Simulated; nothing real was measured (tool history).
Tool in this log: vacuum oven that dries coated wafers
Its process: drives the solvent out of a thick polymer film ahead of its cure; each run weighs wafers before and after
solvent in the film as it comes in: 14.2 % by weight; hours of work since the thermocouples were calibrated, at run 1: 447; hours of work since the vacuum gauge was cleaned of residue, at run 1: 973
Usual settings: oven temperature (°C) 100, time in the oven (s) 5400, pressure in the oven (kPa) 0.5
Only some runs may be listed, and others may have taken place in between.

| run | hour | oven temperature (°C) | time in the oven (s) | pressure in the oven (kPa) | hours of work since the thermocouples were calibrated | hours of work since the vacuum gauge was cleaned of residue | solvent left in the film (%) |
|---|---|---|---|---|---|---|---|
| 1 | 0 | 100 | 5400 | 0.5 | 447 | 973 | 1.09 |
| 2 | 26.4 | 100 | 5400 | 0.5 | 465 | 991 | 1.02 |
| 3 | 47.6 | 100 | 5400 | 0.5 | 480 | 1005 | 1.03 |
| 4 | 85.3 | 100 | 5400 | 0.5 | 506 | 1031 | 1.06 |
| 5 | 119.5 | 111 | 5400 | 0.5 | 529 | 1054 | 0.43 |
| 6 | 158.2 | 111 | 5400 | 0.5 | 555 | 1081 | 0.42 |
| 7 | 180 | 100 | 4380 | 0.5 | 570 | 1096 | 1.57 |
| 8 | 227.1 | 100 | 4380 | 0.5 | 602 | 1128 | 1.54 |
| 9 | 258.2 | 100 | 4380 | 0.5 | 624 | 1149 | 1.55 |
| 10 | 296.5 | 100 | 5460 | 0.5 | 650 | 1175 | 1.08 |
| 11 | 326.6 | 100 | 5460 | 0.5 | 670 | 1196 | 1.07 |
| 12 | 347.9 | 97 | 5400 | 0.5 | 685 | 1210 | 1.43 |
| 13 | 371.3 | 97 | 3180 | 0.5 | 701 | 1226 | 3.11 |
| 14 | 412 | 100 | 5400 | 0.5 | 729 | 1254 | 1.12 |
|  | 439 | oven's thermocouples calibrated |
| 15 | 452.9 | 100 | 5400 | 0.5 | 9 | 1280 | 1.11 |
| 16 | 484.8 | 100 | 5400 | 0.5 | 31 | 1302 | 1.12 |
| 17 | 522.8 | 100 | 5400 | 0.5 | 57 | 1328 | 1.09 |
| 18 | 559.9 | 100 | 5400 | 0.5 | 82 | 1353 | 1.1 |
| 19 | 579.8 | 100 | 5400 | 0.5 | 96 | 1367 | 1.14 |
| 20 | 623.4 | 100 | 9060 | 0.5 | 126 | 1397 | 0.66 |
|  | 635.3 | oven's thermocouples calibrated, once more |
| 21 | 661.3 | 100 | 9060 | 0.5 | 18 | 1421 | 0.65 |
| 22 | 686.1 | 100 | 5400 | 0.5 | 35 | 1438 | 1.16 |
| 23 | 720 | 98 | 6480 | 0.5 | 58 | 1461 | 1.14 |
| 24 | 749.4 | 103 | 6300 | 0.676 | 78 | 1481 | 0.84 |
| 25 | 793.2 | 103 | 6300 | 0.676 | 108 | 1511 | 0.79 |
| 26 | 819.3 | 101 | 5940 | 1.965 | 126 | 1529 | 1.76 |
| 27 | 854.7 | 93 | 5940 | 0.601 | 150 | 1553 | 2.05 |
| 28 | 896.3 | 93 | 5940 | 0.541 | 178 | 1582 | 1.99 |
| 29 | 937.4 | 93 | 9360 | 1.006 | 206 | 1610 | 1.53 |
| 30 | 974.1 | 93 | 9360 | 1.006 | 231 | 1635 | 1.52 |
| 31 | 1006.4 | 106 | 4920 | 0.343 | 253 | 1657 | 0.74 |
| 32 | 1046 | 92 | 3120 | 0.733 | 280 | 1684 | 4.6 |
| 33 | 1085.5 | 100 | 4740 | 0.5 | 307 | 1711 | 1.47 |
| 34 | 1106.3 | 100 | 2820 | 0.779 | 321 | 1725 | 3.14 |
| 35 | 1145.6 | 100 | 2820 | 0.779 | 348 | 1752 | 3.14 |
| 36 | 1187.8 | 91 | 6840 | 0.449 | 377 | 1780 | 1.98 |
| 37 | 1207.5 | 91 | 3240 | 0.333 | 390 | 1794 | 4.47 |
| 38 | 1247.7 | 86 | 3240 | 0.939 | 418 | 1821 | 6.04 |
| 39 | 1279.9 | 86 | 3240 | 0.939 | 440 | 1843 | 5.97 |
| 40 | 1322.5 | 86 | 5400 | 0.27 | 469 | 1872 | 3.64 |
| 41 | 1346.7 | 92 | 6720 | 0.741 | 485 | 1889 | 2.06 |
| 42 | 1383.9 | 100 | 4140 | 0.5 | 511 | 1914 | 1.83 |
| 43 | 1413.4 | 87 | 4140 | 0.5 | 531 | 1934 | 4.57 |

What if the next run were any one of these 5? Each begins from the tool's condition after run 43:
| A | 1441.4 | 110 | 4140 | 0.5 | 550 | 1953 | ? |
| B | 1441.4 | 100 | 3240 | 0.5 | 550 | 1953 | ? |
| C | 1441.4 | 87 | 6840 | 0.5 | 550 | 1953 | ? |
| D | 1441.4 | 93 | 3540 | 0.638 | 550 | 1953 | ? |
| E | 1441.4 | 104 | 5220 | 0.331 | 550 | 1953 | ? |

| run | solvent left in the film (%) |
|---|---|
| A | 0.77 |
| B | 2.51 |
| C | 2.78 |
| D | 3.8 |
| E | 0.8 |
The same runs, with their run-to-run variation unchanged, on a tool lacking any hidden condition would have given:
| run | solvent left in the film (%) |
|---|---|
| A | 0.5 |
| B | 2.18 |
| C | 2.24 |
| D | 3.42 |
| E | 0.47 |
